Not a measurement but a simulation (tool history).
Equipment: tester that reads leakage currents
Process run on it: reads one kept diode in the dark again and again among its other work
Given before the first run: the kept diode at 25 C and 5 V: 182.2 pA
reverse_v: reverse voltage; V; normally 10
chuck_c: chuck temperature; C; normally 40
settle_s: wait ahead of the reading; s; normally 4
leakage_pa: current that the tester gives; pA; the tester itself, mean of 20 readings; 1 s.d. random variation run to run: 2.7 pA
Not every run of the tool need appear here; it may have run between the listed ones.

| run | day | reverse_v | chuck_c | settle_s | leakage_pa |
|---|---|---|---|---|---|
| 1 | 0 | 10 | 40 | 4 | 887.74 |
| 2 | 3.212 | 10 | 40 | 4 | 886.63 |
|  | 5.308 | probe card cleaned and baked |
| 3 | 7.417 | 10 | 37 | 4 | 672.81 |
| 4 | 11.133 | 10 | 37 | 4 | 666.47 |
| 5 | 14.1 | 10 | 37 | 4 | 667.88 |
| 6 | 18.808 | 10 | 37 | 4 | 664.61 |
| 7 | 23.996 | 10 | 40 | 4 | 842.6 |
| 8 | 29.017 | 10 | 40 | 4 | 836.75 |
| 9 | 32.988 | 10 | 40 | 4 | 833.98 |
| 10 | 36.629 | 7.3 | 40 | 4 | 717.92 |
| 11 | 39.462 | 7.3 | 40 | 4 | 715.95 |
| 12 | 44.212 | 7.3 | 40 | 4 | 717.67 |
| 13 | 46.7 | 7.3 | 40 | 4 | 711.13 |
| 14 | 49.554 | 7.3 | 40 | 4 | 709.04 |
| 15 | 53.025 | 10 | 40 | 4 | 820.07 |
| 16 | 55.983 | 8.3 | 40 | 4 | 743.77 |
|  | 56.892 | chuck's temperature calibrated |
| 17 | 61.279 | 8.3 | 40 | 1.12 | 822.5 |
| 18 | 63.721 | 10 | 58 | 4 | 3484.64 |
| 19 | 66.592 | 10 | 40 | 4 | 891.86 |
| 20 | 69.4 | 10 | 40 | 4 | 882.53 |
| 21 | 74.3 | 10 | 44 | 1.46 | 1204.58 |
| 22 | 76.717 | 10 | 44 | 1.46 | 1200.93 |
| 23 | 79.992 | 13.2 | 40 | 4 | 1001.27 |
| 24 | 84 | 13.2 | 40 | 4 | 998.6 |
| 25 | 88.346 | 2.3 | 40 | 0.35 | 432.61 |
| 26 | 91.467 | 2.3 | 40 | 0.35 | 432.92 |
| 27 | 95.388 | 2.3 | 40 | 0.35 | 433.86 |
| 28 | 99.1 | 9 | 53 | 4.07 | 2226.13 |
| 29 | 102.575 | 4.6 | 35 | 3.34 | 396.86 |
| 30 | 108 | 10 | 31 | 0.51 | 409.37 |
| 31 | 111.792 | 10 | 31 | 0.51 | 408.95 |
| 32 | 116.138 | 4.1 | 26 | 1.61 | 172.97 |
| 33 | 118.567 | 4.1 | 28 | 2.29 | 204.44 |
| 34 | 122.342 | 4.1 | 28 | 2.29 | 201.77 |
| 35 | 125.25 | 4.1 | 49 | 5.89 | 1105.4 |
| 36 | 128.712 | 3.9 | 42 | 0.81 | 626.88 |
| 37 | 133.496 | 3.9 | 42 | 0.81 | 624.76 |
| 38 | 137.892 | 15 | 55 | 0.65 | 3151.55 |
| 39 | 140.4 | 10 | 29 | 0.33 | 338.04 |

Some steps in leakage_pa, run to run, broken into two amounts with sign: the step expected even without the hidden condition (settings, incoming material, random variation), and the rest, left for the hidden condition together with whatever gauge scatter is not in both the measured and the hidden-condition-free result:
The hidden state here: stray current of the dirty probe card, pA a volt; current scale over the true one, %; true chuck temperature over the reading, C; drift of the gauge itself on leakage_pa, %.
Run 16 -> 17: settle_s 4 -> 1.12, chuck's temperature calibrated. leakage_pa +78.73 pA: hidden state +73.91, all else +4.82.
Run 17 -> 18: reverse_v 8.3 -> 10, chuck_c 40 -> 58, settle_s 1.12 -> 4. leakage_pa +2662.14 pA: hidden state -11, all else +2673.14.
Run 18 -> 19: chuck_c 58 -> 40. leakage_pa -2592.78 pA: hidden state +6.62, all else -2599.4.
Run 37 -> 38: reverse_v 3.9 -> 15, chuck_c 42 -> 55, settle_s 0.81 -> 0.65. leakage_pa +2526.79 pA: hidden state -195.08, all else +2721.87.
Run 38 -> 39: reverse_v 15 -> 10, chuck_c 55 -> 29, settle_s 0.65 -> 0.33. leakage_pa -2813.51 pA: hidden state +221.96, all else -3035.47.
